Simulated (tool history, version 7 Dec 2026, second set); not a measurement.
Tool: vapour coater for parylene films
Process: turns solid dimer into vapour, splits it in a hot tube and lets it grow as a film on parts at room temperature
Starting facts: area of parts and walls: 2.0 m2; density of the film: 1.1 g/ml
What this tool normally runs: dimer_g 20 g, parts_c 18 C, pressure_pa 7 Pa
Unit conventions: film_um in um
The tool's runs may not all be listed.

run   hour  dimer_g  parts_c  pressure_pa  film_um
  1      0       20       18            7     5.05
       8.9  -- trap's valve overhauled
  2   26.3       20       18         3.27      6.3
  3   74.1       20       18         3.27     6.18
  4  115.7       20       18         3.27     6.21
  5  149.5       20       18         3.27     6.13
  6  178.5       20       26         3.27     4.83
  7  221.1       20       26         3.27      4.9
  8  246.2       20       26         3.27      4.9
  9  288.9       20       18          7.8     5.17
 10  328.2       33       13            7    10.05
 11  351.9       10       29        11.84      1.7
 12  385.3       10       29        11.84      1.7
 13  407.5       10       29        11.84      1.7
 14  438.1        9       13        11.84     2.51
 15  483.8       10       26         4.12     2.18

Estimate the outcome of run 16 from the log above:
 16  528.1       20       27            7        ?

Run 16 yielded film_um 3.85 um.
The same run, on a tool lacking any hidden state, would have yielded film_um 4.26 um.
